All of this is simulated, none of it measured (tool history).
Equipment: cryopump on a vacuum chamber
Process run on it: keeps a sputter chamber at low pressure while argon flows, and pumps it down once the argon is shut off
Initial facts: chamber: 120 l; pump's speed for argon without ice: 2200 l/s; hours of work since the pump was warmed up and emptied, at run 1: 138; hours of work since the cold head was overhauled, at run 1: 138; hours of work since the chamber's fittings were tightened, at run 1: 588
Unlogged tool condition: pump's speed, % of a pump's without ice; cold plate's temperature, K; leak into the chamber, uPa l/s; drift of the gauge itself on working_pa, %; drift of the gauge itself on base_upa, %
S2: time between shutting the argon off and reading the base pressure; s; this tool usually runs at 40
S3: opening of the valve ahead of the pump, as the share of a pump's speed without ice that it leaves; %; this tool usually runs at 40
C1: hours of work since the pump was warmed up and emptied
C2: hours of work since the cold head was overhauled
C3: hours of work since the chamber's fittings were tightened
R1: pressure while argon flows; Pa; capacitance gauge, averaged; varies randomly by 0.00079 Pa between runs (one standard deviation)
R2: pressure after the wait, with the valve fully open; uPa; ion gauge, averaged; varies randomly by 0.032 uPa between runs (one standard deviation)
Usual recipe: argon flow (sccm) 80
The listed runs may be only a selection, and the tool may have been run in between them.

{"run": 1, "hour": 0.0, "argon flow (sccm)": 80, "S2": 40, "S3": 40, "C1": 138, "C2": 138, "C3": 588, "R1": 0.1565, "R2": 2.05}
{"run": 2, "hour": 8.6, "argon flow (sccm)": 80, "S2": 40, "S3": 40, "C1": 144, "C2": 144, "C3": 594, "R1": 0.1562, "R2": 2.08}
{"run": 3, "hour": 16.9, "argon flow (sccm)": 80, "S2": 40, "S3": 40, "C1": 150, "C2": 150, "C3": 599, "R1": 0.1566, "R2": 1.98}
{"run": 4, "hour": 26.2, "argon flow (sccm)": 80, "S2": 40, "S3": 40, "C1": 156, "C2": 156, "C3": 606, "R1": 0.1564, "R2": 2.06}
{"run": 5, "hour": 35.7, "argon flow (sccm)": 80, "S2": 40, "S3": 40, "C1": 162, "C2": 162, "C3": 612, "R1": 0.1567, "R2": 2.02}
{"run": 6, "hour": 45.2, "argon flow (sccm)": 80, "S2": 40, "S3": 40, "C1": 169, "C2": 169, "C3": 619, "R1": 0.1591, "R2": 2.09}
{"run": 7, "hour": 52.9, "argon flow (sccm)": 80, "S2": 40, "S3": 40, "C1": 174, "C2": 174, "C3": 624, "R1": 0.1577, "R2": 2.07}
{"run": 8, "hour": 68.7, "argon flow (sccm)": 80, "S2": 40, "S3": 28, "C1": 185, "C2": 185, "C3": 634, "R1": 0.2238, "R2": 2.02}
{"run": 9, "hour": 76.3, "argon flow (sccm)": 80, "S2": 40, "S3": 28, "C1": 190, "C2": 190, "C3": 640, "R1": 0.2224, "R2": 2.02}
{"run": 10, "hour": 91.2, "argon flow (sccm)": 80, "S2": 40, "S3": 28, "C1": 200, "C2": 200, "C3": 650, "R1": 0.2247, "R2": 2.11}
{"run": 11, "hour": 108.2, "argon flow (sccm)": 80, "S2": 46, "S3": 40, "C1": 211, "C2": 211, "C3": 661, "R1": 0.1556, "R2": 1.88}
{"run": 12, "hour": 116.6, "argon flow (sccm)": 80, "S2": 46, "S3": 40, "C1": 217, "C2": 217, "C3": 667, "R1": 0.1578, "R2": 1.87}
{"run": 13, "hour": 123.5, "argon flow (sccm)": 147, "S2": 40, "S3": 40, "C1": 222, "C2": 222, "C3": 671, "R1": 0.2866, "R2": 2.02}
{"run": 14, "hour": 136.7, "argon flow (sccm)": 147, "S2": 38, "S3": 40, "C1": 231, "C2": 231, "C3": 680, "R1": 0.2882, "R2": 2.19}
{"run": 15, "hour": 143.7, "argon flow (sccm)": 80, "S2": 40, "S3": 40, "C1": 235, "C2": 235, "C3": 685, "R1": 0.1567, "R2": 2.11}
{"run": 16, "hour": 154.5, "argon flow (sccm)": 80, "S2": 40, "S3": 40, "C1": 243, "C2": 243, "C3": 692, "R1": 0.1565, "R2": 2.11}
{"run": 17, "hour": 168.9, "argon flow (sccm)": 36, "S2": 40, "S3": 40, "C1": 252, "C2": 252, "C3": 702, "R1": 0.0713, "R2": 2.12}
{"run": 18, "hour": 181.6, "argon flow (sccm)": 139, "S2": 88, "S3": 40, "C1": 261, "C2": 261, "C3": 711, "R1": 0.2746, "R2": 1.24}
{"run": 19, "hour": 190.8, "argon flow (sccm)": 139, "S2": 199, "S3": 40, "C1": 267, "C2": 267, "C3": 717, "R1": 0.2758, "R2": 0.88}
{"run": 20, "hour": 198.8, "argon flow (sccm)": 139, "S2": 199, "S3": 40, "C1": 273, "C2": 273, "C3": 722, "R1": 0.2746, "R2": 0.91}
{"run": 21, "hour": 212.6, "argon flow (sccm)": 160, "S2": 37, "S3": 22, "C1": 282, "C2": 282, "C3": 732, "R1": 0.5712, "R2": 2.19}
{"run": 22, "hour": 229.1, "argon flow (sccm)": 160, "S2": 37, "S3": 22, "C1": 293, "C2": 293, "C3": 743, "R1": 0.5705, "R2": 2.26}
{"run": 23, "hour": 239.5, "argon flow (sccm)": 78, "S2": 40, "S3": 38, "C1": 300, "C2": 300, "C3": 750, "R1": 0.1619, "R2": 2.1}
{"run": 24, "hour": 249.1, "argon flow (sccm)": 78, "S2": 269, "S3": 16, "C1": 307, "C2": 307, "C3": 756, "R1": 0.3771, "R2": 0.8}
{"run": 25, "hour": 264.5, "argon flow (sccm)": 48, "S2": 120, "S3": 20, "C1": 317, "C2": 317, "C3": 767, "R1": 0.1871, "R2": 1.09}
{"run": 26, "hour": 271.7, "argon flow (sccm)": 48, "S2": 153, "S3": 20, "C1": 322, "C2": 322, "C3": 772, "R1": 0.1879, "R2": 1}
{"run": 27, "hour": 288.5, "argon flow (sccm)": 48, "S2": 153, "S3": 20, "C1": 333, "C2": 333, "C3": 783, "R1": 0.1876, "R2": 1.01}
{"run": 28, "hour": 300.6, "argon flow (sccm)": 80, "S2": 49, "S3": 18, "C1": 341, "C2": 341, "C3": 791, "R1": 0.3479, "R2": 1.92}
{"run": 29, "hour": 314.0, "argon flow (sccm)": 80, "S2": 49, "S3": 18, "C1": 350, "C2": 350, "C3": 800, "R1": 0.3486, "R2": 1.88}
{"run": 30, "hour": 327.5, "argon flow (sccm)": 86, "S2": 45, "S3": 35, "C1": 360, "C2": 360, "C3": 809, "R1": 0.1946, "R2": 2}
{"run": 31, "hour": 338.5, "argon flow (sccm)": 86, "S2": 45, "S3": 35, "C1": 367, "C2": 367, "C3": 817, "R1": 0.1947, "R2": 2.02}
{"run": 32, "hour": 346.6, "argon flow (sccm)": 86, "S2": 45, "S3": 35, "C1": 372, "C2": 372, "C3": 822, "R1": 0.1946, "R2": 2.09}
{"run": 33, "hour": 355.8, "argon flow (sccm)": 57, "S2": 25, "S3": 45, "C1": 379, "C2": 379, "C3": 828, "R1": 0.1008, "R2": 3.12}
{"run": 34, "hour": 370.8, "argon flow (sccm)": 74, "S2": 123, "S3": 18, "C1": 389, "C2": 389, "C3": 839, "R1": 0.3215, "R2": 1.16}

What if the next run were any one of these 4? Each begins from the tool's condition after run 34:
{"run": "A", "hour": 385.9, "argon flow (sccm)": 45, "S2": 123, "S3": 16, "C1": 399, "C2": 399, "C3": 849, "R1": "?", "R2": "?"}
{"run": "B", "hour": 385.9, "argon flow (sccm)": 74, "S2": 48, "S3": 16, "C1": 399, "C2": 399, "C3": 849, "R1": "?", "R2": "?"}
{"run": "C", "hour": 385.9, "argon flow (sccm)": 99, "S2": 23, "S3": 25, "C1": 399, "C2": 399, "C3": 849, "R1": "?", "R2": "?"}
{"run": "D", "hour": 385.9, "argon flow (sccm)": 74, "S2": 123, "S3": 54, "C1": 399, "C2": 399, "C3": 849, "R1": "?", "R2": "?"}

run=A R1=0.2189 R2=1.21
run=B R1=0.3609 R2=1.97
run=C R1=0.3126 R2=3.34
run=D R1=0.111 R2=1.22
Without the tool's hidden state the same runs would have given:
run=A R1=0.2154 R2=0.68
run=B R1=0.355 R2=1.44
run=C R1=0.3048 R2=2.82
run=D R1=0.1052 R2=0.68
